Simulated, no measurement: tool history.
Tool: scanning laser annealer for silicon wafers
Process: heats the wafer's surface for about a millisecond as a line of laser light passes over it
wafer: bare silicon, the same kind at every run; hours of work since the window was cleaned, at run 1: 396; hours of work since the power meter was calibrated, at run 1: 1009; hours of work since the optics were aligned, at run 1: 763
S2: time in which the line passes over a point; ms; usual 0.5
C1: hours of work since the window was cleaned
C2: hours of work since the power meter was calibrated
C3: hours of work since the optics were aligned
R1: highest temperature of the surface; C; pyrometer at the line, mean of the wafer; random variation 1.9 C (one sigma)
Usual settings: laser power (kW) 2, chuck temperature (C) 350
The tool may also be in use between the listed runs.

Run 1, hour 0: usual settings; C1 396; C2 1009; C3 763. Result: R1 1117 C.
Run 2, hour 72.6: usual settings; C1 426; C2 1038; C3 792. Result: R1 1119 C.
Run 3, hour 129.9: usual settings but laser power (kW) 1.934; C1 449; C2 1061; C3 815. Result: R1 1094 C.
Run 4, hour 219.5: usual settings but S2 0.543 ms; C1 485; C2 1097; C3 851. Result: R1 1153 C.
Run 5, hour 285.5: usual settings but S2 0.543 ms; C1 512; C2 1124; C3 878. Result: R1 1155 C.
Run 6, hour 369.5: usual settings; C1 545; C2 1158; C3 912. Result: R1 1116 C.
Run 7, hour 434.4: usual settings; C1 572; C2 1184; C3 938. Result: R1 1112 C.
Run 8, hour 512.9: usual settings; C1 603; C2 1216; C3 970. Result: R1 1114 C.
Run 9, hour 600.3: usual settings; C1 639; C2 1251; C3 1005. Result: R1 1112 C.
Run 10, hour 688.7: usual settings; C1 674; C2 1287; C3 1041. Result: R1 1108 C.
Run 11, hour 773.2: usual settings; C1 708; C2 1321; C3 1075. Result: R1 1107 C.
Run 12, hour 835.8: usual settings but chuck temperature (C) 363; C1 734; C2 1346; C3 1100. Result: R1 1121 C.
Run 13, hour 895.5: usual settings but chuck temperature (C) 363; C1 758; C2 1370; C3 1124. Result: R1 1120 C.
Run 14, hour 975.5: usual settings but chuck temperature (C) 353; C1 790; C2 1402; C3 1156. Result: R1 1105 C.
Run 15, hour 1047.5: usual settings but laser power (kW) 2.132, chuck temperature (C) 352; C1 819; C2 1431; C3 1185. Result: R1 1150 C.
Run 16, hour 1134.2: usual settings but laser power (kW) 1.923; C1 854; C2 1467; C3 1220. Result: R1 1075 C.
At hour 1171: window over the wafer cleaned.
Run 17, hour 1193.8: usual settings but laser power (kW) 1.923; C1 9; C2 1490; C3 1244. Result: R1 1107 C.
At hour 1202: laser's power meter calibrated.
Run 18, hour 1245.9: usual settings but laser power (kW) 1.923; C1 29; C2 18; C3 1263. Result: R1 1110 C.
Run 19, hour 1327: usual settings but laser power (kW) 2.036, S2 0.527 ms; C1 62; C2 50; C3 1296. Result: R1 1172 C.
At hour 1346.8: laser's power meter calibrated, once more.
Run 20, hour 1409: usual settings but laser power (kW) 2.174, S2 0.352 ms, chuck temperature (C) 332; C1 94; C2 25; C3 1328. Result: R1 1022 C.
Run 21, hour 1472.7: usual settings but laser power (kW) 2.067, S2 0.584 ms, chuck temperature (C) 332; C1 119; C2 51; C3 1354. Result: R1 1208 C.
Run 22, hour 1529.1: usual settings but laser power (kW) 2.067, S2 0.584 ms, chuck temperature (C) 332; C1 142; C2 74; C3 1376. Result: R1 1203 C.
Run 23, hour 1586.4: usual settings but chuck temperature (C) 369; C1 165; C2 97; C3 1400. Result: R1 1144 C.
Run 24, hour 1684.5: usual settings but laser power (kW) 1.798, S2 0.576 ms, chuck temperature (C) 387; C1 205; C2 136; C3 1439. Result: R1 1149 C.
Run 25, hour 1729.2: usual settings but S2 0.425 ms; C1 223; C2 154; C3 1457. Result: R1 1052 C.
Run 26, hour 1770.7: usual settings but laser power (kW) 1.919, S2 0.425 ms; C1 240; C2 171; C3 1474. Result: R1 1026 C.
Run 27, hour 1840.3: usual settings but laser power (kW) 1.919, S2 0.425 ms; C1 268; C2 199; C3 1502. Result: R1 1024 C.

3 ways to go on from here, each from the tool as it stands after run 27. What would each give?
Run A, hour 1886.5: usual settings but laser power (kW) 1.829, S2 0.541 ms, chuck temperature (C) 321; C1 286; C2 218; C3 1521. Result: R1 ?.
Run B, hour 1886.5: usual settings but laser power (kW) 1.936, S2 0.425 ms, chuck temperature (C) 376; C1 286; C2 218; C3 1521. Result: R1 ?.
Run C, hour 1886.5: usual settings but laser power (kW) 1.816, S2 0.425 ms, chuck temperature (C) 378; C1 286; C2 218; C3 1521. Result: R1 ?.

run    R1
  A  1062
  B  1056
  C  1019
Without the tool's hidden state the same runs would have given:
run    R1
  A  1080
  B  1072
  C  1034

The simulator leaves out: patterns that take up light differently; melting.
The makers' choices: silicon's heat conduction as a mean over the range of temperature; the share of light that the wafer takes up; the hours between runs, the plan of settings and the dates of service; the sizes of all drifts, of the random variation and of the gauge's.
